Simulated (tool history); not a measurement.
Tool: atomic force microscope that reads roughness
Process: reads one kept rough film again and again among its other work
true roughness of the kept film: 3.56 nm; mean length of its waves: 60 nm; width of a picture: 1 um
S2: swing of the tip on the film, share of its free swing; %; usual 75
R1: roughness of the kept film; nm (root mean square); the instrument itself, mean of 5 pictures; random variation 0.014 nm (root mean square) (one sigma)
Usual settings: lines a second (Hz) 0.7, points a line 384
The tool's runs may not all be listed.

Run 1, hour 0: usual settings. Result: R1 3.112 nm (root mean square).
Run 2, hour 5.6: usual settings but lines a second (Hz) 0.636. Result: R1 3.084 nm (root mean square).
Run 3, hour 15.7: usual settings but lines a second (Hz) 0.636. Result: R1 3.084 nm (root mean square).
Run 4, hour 24.8: usual settings but lines a second (Hz) 0.636. Result: R1 3.098 nm (root mean square).
Run 5, hour 34.7: usual settings but lines a second (Hz) 0.636. Result: R1 3.058 nm (root mean square).
Run 6, hour 41.8: usual settings. Result: R1 3.054 nm (root mean square).
Run 7, hour 49.3: usual settings. Result: R1 3.052 nm (root mean square).
Run 8, hour 54.8: usual settings. Result: R1 3.053 nm (root mean square).
Run 9, hour 63.3: usual settings. Result: R1 3.042 nm (root mean square).
Run 10, hour 68: usual settings. Result: R1 3.03 nm (root mean square).
Run 11, hour 76.6: usual settings but lines a second (Hz) 0.95. Result: R1 2.972 nm (root mean square).
Run 12, hour 84.4: usual settings but lines a second (Hz) 0.95. Result: R1 2.979 nm (root mean square).
Run 13, hour 89.5: usual settings but S2 65 %. Result: R1 3.068 nm (root mean square).
Run 14, hour 99: usual settings. Result: R1 2.99 nm (root mean square).
Run 15, hour 104.2: usual settings. Result: R1 2.987 nm (root mean square).
Run 16, hour 113.7: usual settings. Result: R1 2.988 nm (root mean square).
Run 17, hour 124.9: usual settings. Result: R1 3.005 nm (root mean square).
Run 18, hour 132.6: usual settings but points a line 389. Result: R1 2.972 nm (root mean square).
Run 19, hour 139.5: usual settings but S2 67 %, points a line 389. Result: R1 3.039 nm (root mean square).
At hour 144.5: new tip fitted.
Run 20, hour 151.4: usual settings but S2 67 %, points a line 389. Result: R1 3.315 nm (root mean square).
Run 21, hour 156.9: usual settings but S2 67 %, points a line 389. Result: R1 3.352 nm (root mean square).
Run 22, hour 161.9: usual settings but S2 62 %. Result: R1 3.336 nm (root mean square).
Run 23, hour 170: usual settings but S2 62 %. Result: R1 3.344 nm (root mean square).
Run 24, hour 177.1: usual settings but S2 62 %. Result: R1 3.349 nm (root mean square).
Run 25, hour 187.1: usual settings but S2 55 %. Result: R1 3.374 nm (root mean square).
Run 26, hour 195: usual settings but lines a second (Hz) 0.588, S2 55 %. Result: R1 3.386 nm (root mean square).
Run 27, hour 206: usual settings but lines a second (Hz) 0.588, S2 55 %. Result: R1 3.343 nm (root mean square).
Run 28, hour 211: usual settings but lines a second (Hz) 2.803, S2 72 %, points a line 566. Result: R1 2.915 nm (root mean square).
Run 29, hour 217.3: usual settings but lines a second (Hz) 0.915, S2 60 %, points a line 1022. Result: R1 3.293 nm (root mean square).
Run 30, hour 225.2: usual settings but lines a second (Hz) 0.915, S2 60 %, points a line 1022. Result: R1 3.316 nm (root mean square).
Run 31, hour 235.9: usual settings but lines a second (Hz) 0.611, S2 55 %, points a line 696. Result: R1 3.322 nm (root mean square).
Run 32, hour 242.7: usual settings but lines a second (Hz) 0.611, S2 62 %, points a line 421. Result: R1 3.286 nm (root mean square).
Run 33, hour 252.4: usual settings but lines a second (Hz) 0.611, S2 62 %, points a line 421. Result: R1 3.28 nm (root mean square).
Run 34, hour 261.1: usual settings but lines a second (Hz) 0.711, S2 64 %, points a line 351. Result: R1 3.25 nm (root mean square).
Run 35, hour 271.1: usual settings but lines a second (Hz) 1.324, S2 64 %, points a line 351. Result: R1 3.187 nm (root mean square).
Run 36, hour 279.8: usual settings but lines a second (Hz) 0.61, S2 64 %, points a line 364. Result: R1 3.268 nm (root mean square).
Run 37, hour 288.9: usual settings but lines a second (Hz) 0.641, S2 77 %, points a line 364. Result: R1 3.149 nm (root mean square).
Run 38, hour 299.2: usual settings but lines a second (Hz) 0.772, S2 69 %, points a line 791. Result: R1 3.172 nm (root mean square).
Run 39, hour 309.5: usual settings but S2 72 %, points a line 433. Result: R1 3.173 nm (root mean square).
Run 40, hour 316.8: usual settings but S2 66 %. Result: R1 3.191 nm (root mean square).
Run 41, hour 323.1: usual settings but points a line 919. Result: R1 3.128 nm (root mean square).
Run 42, hour 334.1: usual settings but lines a second (Hz) 2.348, S2 55 %. Result: R1 3.135 nm (root mean square).
Run 43, hour 341.1: usual settings but lines a second (Hz) 2.348, S2 55 %. Result: R1 3.093 nm (root mean square).
Run 44, hour 348.9: usual settings but lines a second (Hz) 1.789, S2 81 %, points a line 605. Result: R1 2.783 nm (root mean square).
Run 45, hour 359: usual settings but lines a second (Hz) 1.78, S2 69 %. Result: R1 2.983 nm (root mean square).
Run 46, hour 364.1: usual settings but lines a second (Hz) 0.593, S2 68 %, points a line 424. Result: R1 3.158 nm (root mean square).
Run 47, hour 370.2: usual settings but lines a second (Hz) 3.709, points a line 437. Result: R1 2.583 nm (root mean square).
Run 48, hour 376.2: usual settings but lines a second (Hz) 3.709, points a line 339. Result: R1 2.555 nm (root mean square).
Run 49, hour 382.3: usual settings but lines a second (Hz) 3.709, points a line 339. Result: R1 2.578 nm (root mean square).
Run 50, hour 388.4: usual settings but lines a second (Hz) 1.615, S2 56 %, points a line 549. Result: R1 3.1 nm (root mean square).
Run 51, hour 395.4: usual settings but S2 79 %, points a line 551. Result: R1 3.026 nm (root mean square).
Run 52, hour 404.1: usual settings but lines a second (Hz) 0.517, S2 67 %, points a line 478. Result: R1 3.132 nm (root mean square).
Run 53, hour 409.3: usual settings but lines a second (Hz) 2.651, S2 87 %, points a line 329. Result: R1 2.402 nm (root mean square).

Forecast each of these 3 alternatives for the next run:
Run A, hour 415.7: usual settings but S2 82 %, points a line 651. Result: R1 ?.
Run B, hour 415.7: usual settings but lines a second (Hz) 2.651, S2 62 %, points a line 270. Result: R1 ?.
Run C, hour 415.7: usual settings but lines a second (Hz) 0.525, S2 66 %, points a line 329. Result: R1 ?.

run     R1
  A  2.998
  B  2.929
  C  3.137
Without the tool's hidden state the same runs would have given:
run     R1
  A  3.238
  B  3.164
  C  3.389

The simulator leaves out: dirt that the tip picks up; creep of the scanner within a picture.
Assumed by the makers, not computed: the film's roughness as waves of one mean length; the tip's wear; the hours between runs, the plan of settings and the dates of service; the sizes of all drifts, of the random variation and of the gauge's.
